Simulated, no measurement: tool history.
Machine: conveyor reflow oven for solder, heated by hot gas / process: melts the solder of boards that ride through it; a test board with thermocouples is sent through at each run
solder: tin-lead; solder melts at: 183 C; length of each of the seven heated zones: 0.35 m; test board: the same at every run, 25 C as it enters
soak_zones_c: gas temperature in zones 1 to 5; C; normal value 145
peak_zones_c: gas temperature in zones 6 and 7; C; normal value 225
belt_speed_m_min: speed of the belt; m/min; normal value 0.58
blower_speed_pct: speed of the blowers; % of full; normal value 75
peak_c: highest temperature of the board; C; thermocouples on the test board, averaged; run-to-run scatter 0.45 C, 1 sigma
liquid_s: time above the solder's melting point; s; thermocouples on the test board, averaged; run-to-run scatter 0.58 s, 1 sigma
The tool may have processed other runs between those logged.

| run | day | soak_zones_c | peak_zones_c | belt_speed_m_min | blower_speed_pct | peak_c | liquid_s |
|---|---|---|---|---|---|---|---|
| 1 | 0 | 145 | 225 | 0.58 | 75 | 208.2 | 45.8 |
| 2 | 3.504 | 145 | 225 | 0.58 | 75 | 208 | 45.3 |
| 3 | 5.521 | 145 | 225 | 0.58 | 75 | 207.6 | 47 |
|  | 6.038 | thermocouples of zones 6 and 7 changed |
|  | 7.846 | flux residue cleaned out of gas plates and filters |
| 4 | 8.067 | 145 | 225 | 0.58 | 75 | 208 | 48.6 |
| 5 | 10.325 | 145 | 225 | 0.58 | 75 | 207.3 | 47.2 |
| 6 | 13.875 | 145 | 225 | 0.58 | 75 | 207.1 | 47.1 |
| 7 | 16.646 | 145 | 225 | 0.58 | 75 | 206.8 | 48.3 |
| 8 | 19.496 | 145 | 225 | 0.58 | 75 | 205.8 | 47.3 |
| 9 | 21.1 | 145 | 214 | 0.66 | 75 | 194 | 24.7 |
| 10 | 23.075 | 145 | 232 | 0.601 | 75 | 210.6 | 47.9 |
| 11 | 24.758 | 141 | 218 | 0.526 | 56 | 196.6 | 33.8 |
| 12 | 26.296 | 141 | 239 | 0.526 | 56 | 212 | 54.6 |
| 13 | 29.908 | 137 | 234 | 0.611 | 71 | 206.9 | 41.3 |

Here are 4 independent what-if runs from the current tool condition. What would each one return?
| A | 33.108 | 142 | 231 | 0.58 | 75 | ? | ? |
| B | 33.108 | 132 | 225 | 0.58 | 68 | ? | ? |
| C | 33.108 | 136 | 234 | 0.611 | 54 | ? | ? |
| D | 33.108 | 136 | 234 | 0.583 | 71 | ? | ? |

| run | peak_c | liquid_s |
|---|---|---|
| A | 209.2 | 47.7 |
| B | 198.6 | 33 |
| C | 198.3 | 28.4 |
| D | 208.4 | 43 |
Take away the tool's hidden state, keep each run's random variation, and the runs would have read:
| run | peak_c | liquid_s |
|---|---|---|
| A | 211.6 | 50.1 |
| B | 201.1 | 36.6 |
| C | 200.5 | 31.5 |
| D | 211.1 | 45.7 |
